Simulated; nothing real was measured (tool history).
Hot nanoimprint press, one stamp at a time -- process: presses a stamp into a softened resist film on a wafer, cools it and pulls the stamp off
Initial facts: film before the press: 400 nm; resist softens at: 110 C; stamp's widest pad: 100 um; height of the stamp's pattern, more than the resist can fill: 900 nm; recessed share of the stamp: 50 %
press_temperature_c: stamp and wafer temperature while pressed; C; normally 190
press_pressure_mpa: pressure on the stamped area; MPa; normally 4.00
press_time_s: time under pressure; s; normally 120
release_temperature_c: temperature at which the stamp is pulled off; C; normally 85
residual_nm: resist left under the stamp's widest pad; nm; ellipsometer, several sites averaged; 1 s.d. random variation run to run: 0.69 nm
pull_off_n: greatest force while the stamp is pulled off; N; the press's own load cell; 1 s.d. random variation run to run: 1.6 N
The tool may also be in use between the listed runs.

run 1 hour=0.0 | press_temperature_c=190 press_pressure_mpa=4.00 press_time_s=120 release_temperature_c=85 | residual_nm=238.0 pull_off_n=135
-- hour=31.5 stamp cleaned and given a new release coat
run 2 hour=47.1 | press_temperature_c=190 press_pressure_mpa=4.00 press_time_s=120 release_temperature_c=85 | residual_nm=238.9 pull_off_n=138
run 3 hour=135.1 | press_temperature_c=190 press_pressure_mpa=4.00 press_time_s=120 release_temperature_c=85 | residual_nm=239.0 pull_off_n=138
run 4 hour=175.0 | press_temperature_c=190 press_pressure_mpa=4.00 press_time_s=120 release_temperature_c=85 | residual_nm=238.0 pull_off_n=136
-- hour=232.3 plate thermocouple calibrated
run 5 hour=245.7 | press_temperature_c=190 press_pressure_mpa=4.00 press_time_s=120 release_temperature_c=85 | residual_nm=239.7 pull_off_n=137
run 6 hour=302.5 | press_temperature_c=190 press_pressure_mpa=4.00 press_time_s=120 release_temperature_c=85 | residual_nm=237.4 pull_off_n=134
run 7 hour=350.3 | press_temperature_c=190 press_pressure_mpa=4.00 press_time_s=120 release_temperature_c=85 | residual_nm=239.2 pull_off_n=136
run 8 hour=389.0 | press_temperature_c=190 press_pressure_mpa=4.00 press_time_s=120 release_temperature_c=85 | residual_nm=238.7 pull_off_n=134
run 9 hour=454.8 | press_temperature_c=190 press_pressure_mpa=4.00 press_time_s=120 release_temperature_c=85 | residual_nm=239.1 pull_off_n=132
run 10 hour=504.2 | press_temperature_c=190 press_pressure_mpa=4.00 press_time_s=166 release_temperature_c=85 | residual_nm=218.8 pull_off_n=134
-- hour=538.9 stamp cleaned and given a new release coat
run 11 hour=586.8 | press_temperature_c=190 press_pressure_mpa=4.00 press_time_s=166 release_temperature_c=85 | residual_nm=218.1 pull_off_n=138
run 12 hour=678.1 | press_temperature_c=190 press_pressure_mpa=4.00 press_time_s=166 release_temperature_c=85 | residual_nm=218.5 pull_off_n=137
run 13 hour=750.8 | press_temperature_c=190 press_pressure_mpa=4.00 press_time_s=222 release_temperature_c=85 | residual_nm=199.4 pull_off_n=137
run 14 hour=800.5 | press_temperature_c=190 press_pressure_mpa=4.00 press_time_s=120 release_temperature_c=85 | residual_nm=239.8 pull_off_n=135
-- hour=851.9 plate thermocouple calibrated
run 15 hour=855.2 | press_temperature_c=190 press_pressure_mpa=4.00 press_time_s=120 release_temperature_c=85 | residual_nm=241.5 pull_off_n=137
run 16 hour=908.1 | press_temperature_c=190 press_pressure_mpa=6.33 press_time_s=120 release_temperature_c=85 | residual_nm=190.1 pull_off_n=135
run 17 hour=948.3 | press_temperature_c=190 press_pressure_mpa=5.08 press_time_s=120 release_temperature_c=85 | residual_nm=213.6 pull_off_n=135
run 18 hour=1037.7 | press_temperature_c=190 press_pressure_mpa=3.87 press_time_s=120 release_temperature_c=82 | residual_nm=244.2 pull_off_n=148
-- hour=1052.1 stamp cleaned and given a new release coat
run 19 hour=1137.9 | press_temperature_c=190 press_pressure_mpa=3.87 press_time_s=120 release_temperature_c=82 | residual_nm=244.6 pull_off_n=148
run 20 hour=1179.1 | press_temperature_c=197 press_pressure_mpa=3.87 press_time_s=88 release_temperature_c=82 | residual_nm=232.4 pull_off_n=148
run 21 hour=1240.9 | press_temperature_c=197 press_pressure_mpa=3.87 press_time_s=88 release_temperature_c=82 | residual_nm=233.8 pull_off_n=144
-- hour=1285.2 press's hydraulic seals changed and the load cell set to zero
run 22 hour=1296.2 | press_temperature_c=197 press_pressure_mpa=3.87 press_time_s=192 release_temperature_c=72 | residual_nm=183.8 pull_off_n=181
run 23 hour=1362.7 | press_temperature_c=190 press_pressure_mpa=4.00 press_time_s=120 release_temperature_c=73 | residual_nm=240.1 pull_off_n=174
run 24 hour=1443.0 | press_temperature_c=190 press_pressure_mpa=3.37 press_time_s=121 release_temperature_c=74 | residual_nm=261.9 pull_off_n=175
-- hour=1476.4 plate thermocouple calibrated
-- hour=1488.0 gauge calibrated
run 25 hour=1534.4 | press_temperature_c=190 press_pressure_mpa=3.37 press_time_s=109 release_temperature_c=74 | residual_nm=263.6 pull_off_n=175
-- hour=1567.9 stamp cleaned and given a new release coat
run 26 hour=1586.8 | press_temperature_c=190 press_pressure_mpa=4.68 press_time_s=109 release_temperature_c=80 | residual_nm=227.4 pull_off_n=153
run 27 hour=1649.2 | press_temperature_c=190 press_pressure_mpa=4.68 press_time_s=109 release_temperature_c=80 | residual_nm=226.0 pull_off_n=151
run 28 hour=1728.2 | press_temperature_c=190 press_pressure_mpa=4.68 press_time_s=80 release_temperature_c=80 | residual_nm=248.2 pull_off_n=155
run 29 hour=1816.5 | press_temperature_c=198 press_pressure_mpa=3.80 press_time_s=80 release_temperature_c=80 | residual_nm=235.9 pull_off_n=153

5 options for the next run, each taken on its own from the tool as it stands now. Forecast them:
run A hour=1865.5 | press_temperature_c=190 press_pressure_mpa=4.00 press_time_s=136 release_temperature_c=85 | residual_nm=? pull_off_n=?
run B hour=1865.5 | press_temperature_c=198 press_pressure_mpa=4.84 press_time_s=80 release_temperature_c=80 | residual_nm=? pull_off_n=?
run C hour=1865.5 | press_temperature_c=190 press_pressure_mpa=3.51 press_time_s=120 release_temperature_c=85 | residual_nm=? pull_off_n=?
run D hour=1865.5 | press_temperature_c=198 press_pressure_mpa=5.54 press_time_s=80 release_temperature_c=91 | residual_nm=? pull_off_n=?
run E hour=1865.5 | press_temperature_c=198 press_pressure_mpa=4.00 press_time_s=110 release_temperature_c=76 | residual_nm=? pull_off_n=?

run=A residual_nm=230.7 pull_off_n=136
run=B residual_nm=209.3 pull_off_n=151
run=C residual_nm=253.5 pull_off_n=135
run=D residual_nm=194.1 pull_off_n=113
run=E residual_nm=208.8 pull_off_n=167
With the hidden condition removed and each run's random variation left untouched, the same runs would have given:
run=A residual_nm=229.8 pull_off_n=136
run=B residual_nm=208.4 pull_off_n=151
run=C residual_nm=252.5 pull_off_n=135
run=D residual_nm=193.3 pull_off_n=113
run=E residual_nm=208.0 pull_off_n=167
